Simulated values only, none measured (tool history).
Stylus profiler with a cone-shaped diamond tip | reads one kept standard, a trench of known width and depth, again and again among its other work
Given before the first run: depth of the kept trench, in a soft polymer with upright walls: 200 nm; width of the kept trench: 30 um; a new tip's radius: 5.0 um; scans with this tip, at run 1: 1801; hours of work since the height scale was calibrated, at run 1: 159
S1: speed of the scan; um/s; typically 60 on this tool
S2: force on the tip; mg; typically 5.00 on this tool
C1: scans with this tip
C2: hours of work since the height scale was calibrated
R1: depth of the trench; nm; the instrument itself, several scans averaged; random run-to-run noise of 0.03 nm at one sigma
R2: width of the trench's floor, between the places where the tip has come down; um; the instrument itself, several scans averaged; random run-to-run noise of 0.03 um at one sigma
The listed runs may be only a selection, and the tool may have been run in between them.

Run 1, day 0.000: usual settings; C1 1801; C2 159. Result: R1 205.63 nm, R2 27.01 um.
Run 2, day 0.608: usual settings; C1 1898; C2 168. Result: R1 205.61 nm, R2 26.97 um.
Run 3, day 1.500: usual settings; C1 2040; C2 181. Result: R1 205.59 nm, R2 26.99 um.
Run 4, day 2.304: usual settings but S1 21 um/s; C1 2168; C2 192. Result: R1 205.61 nm, R2 27.03 um.
Run 5, day 3.354: usual settings but S1 21 um/s; C1 2334; C2 207. Result: R1 205.62 nm, R2 26.99 um.
Run 6, day 3.925: usual settings but S1 21 um/s; C1 2426; C2 215. Result: R1 205.60 nm, R2 27.02 um.
At day 4.004: height scale calibrated on a step standard.
Run 7, day 4.883: usual settings but S1 143 um/s, S2 2.08 mg; C1 2574; C2 12. Result: R1 203.07 nm, R2 26.72 um.
Run 8, day 5.488: usual settings but S1 143 um/s, S2 2.08 mg; C1 2671; C2 21. Result: R1 203.11 nm, R2 26.72 um.
Run 9, day 6.254: usual settings but S2 9.34 mg; C1 2792; C2 32. Result: R1 208.53 nm, R2 26.96 um.
Run 10, day 7.546: usual settings but S2 9.34 mg; C1 2998; C2 50. Result: R1 208.46 nm, R2 26.86 um.
Run 11, day 8.596: usual settings but S2 9.34 mg; C1 3165; C2 65. Result: R1 208.45 nm, R2 26.92 um.
Run 12, day 9.179: usual settings but S2 9.34 mg; C1 3257; C2 73. Result: R1 208.45 nm, R2 26.88 um.

Below are 3 alternative next runs, each starting from the tool's condition after run 12. Predict each:
Run A, day 9.779: usual settings but S1 221 um/s, S2 1.72 mg; C1 3353; C2 81. Result: R1 ?, R2 ?.
Run B, day 9.779: usual settings but S1 56 um/s, S2 2.65 mg; C1 3353; C2 81. Result: R1 ?, R2 ?.
Run C, day 9.779: usual settings but S2 4.97 mg; C1 3353; C2 81. Result: R1 ?, R2 ?.

run      R1     R2
  A  202.60  26.50
  B  203.58  26.87
  C  205.50  26.88
Without the tool's hidden state the same runs would have given:
run      R1     R2
  A  202.69  26.75
  B  203.68  27.11
  C  205.60  27.13
